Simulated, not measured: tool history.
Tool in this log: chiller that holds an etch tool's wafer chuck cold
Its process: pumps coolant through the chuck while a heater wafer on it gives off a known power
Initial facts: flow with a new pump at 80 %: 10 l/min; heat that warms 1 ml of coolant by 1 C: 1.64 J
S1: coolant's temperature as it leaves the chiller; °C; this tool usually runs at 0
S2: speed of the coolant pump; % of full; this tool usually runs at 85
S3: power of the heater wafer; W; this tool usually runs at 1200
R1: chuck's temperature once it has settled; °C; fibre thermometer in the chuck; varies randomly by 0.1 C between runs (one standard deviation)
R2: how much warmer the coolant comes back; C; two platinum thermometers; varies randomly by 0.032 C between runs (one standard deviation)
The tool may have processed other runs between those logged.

run,hour,S1,S2,S3,R1,R2
1,0,0,85,1200,8.2,4.13
2,44.3,0,85,1200,8.2,4.09
3,76.4,0,85,908,6.1,3.16
4,116.9,0,85,908,6.3,3.11
5,152.3,0,85,908,6.3,3.15
6,195.8,0,85,908,6.2,3.16
7,227.8,0,85,908,6.3,3.12
8,264.4,0,85,908,6.2,3.1
9,313.6,0,85,908,6.2,3.09
10,336.9,0,85,908,6.1,3.16
11,381.7,0,85,908,6.2,3.13
12,414.8,8,74,1372,18.7,5.53
13,457.4,6,85,1200,14.4,4.16
14,499.6,4,85,1200,12.4,4.13
15,523.1,6,96,973,12.2,3.04
16,546.4,0,97,1291,8,3.85
17,596.4,9,87,1125,16.7,3.81
18,628.7,-6,85,1200,2.5,4.22
19,682.9,0,85,1190,8.3,4.09
20,713.7,0,85,1380,9.6,4.8

Subtracting, for every run, the result it would have given without the tool's unlogged condition from the measured result gives the following. The same run-to-run variation enters both numbers; the gauge's scatter may not:
Unlogged tool condition in this case: heat passed by the chuck's channels, % of clean ones'; flow at a given pump speed, % of a new pump's; coolant's true temperature over the reading, C; drift of the gauge itself on chuck_c, C; drift of the gauge itself on warmer_back_c, C.
run,R1,R2
1,+0.6,+0.02
2,+0.5,+0.02
3,+0.4,+0.02
4,+0.5,+0.02
5,+0.4,+0.02
6,+0.5,+0.02
7,+0.5,+0.02
8,+0.5,+0.03
9,+0.5,+0.03
10,+0.5,+0.03
11,+0.6,+0.03
12,+0.9,+0.07
13,+0.8,+0.06
14,+0.8,+0.06
15,+0.6,+0.04
16,+0.7,+0.06
17,+0.8,+0.06
18,+0.9,+0.07
19,+0.9,+0.07
20,+1,+0.09

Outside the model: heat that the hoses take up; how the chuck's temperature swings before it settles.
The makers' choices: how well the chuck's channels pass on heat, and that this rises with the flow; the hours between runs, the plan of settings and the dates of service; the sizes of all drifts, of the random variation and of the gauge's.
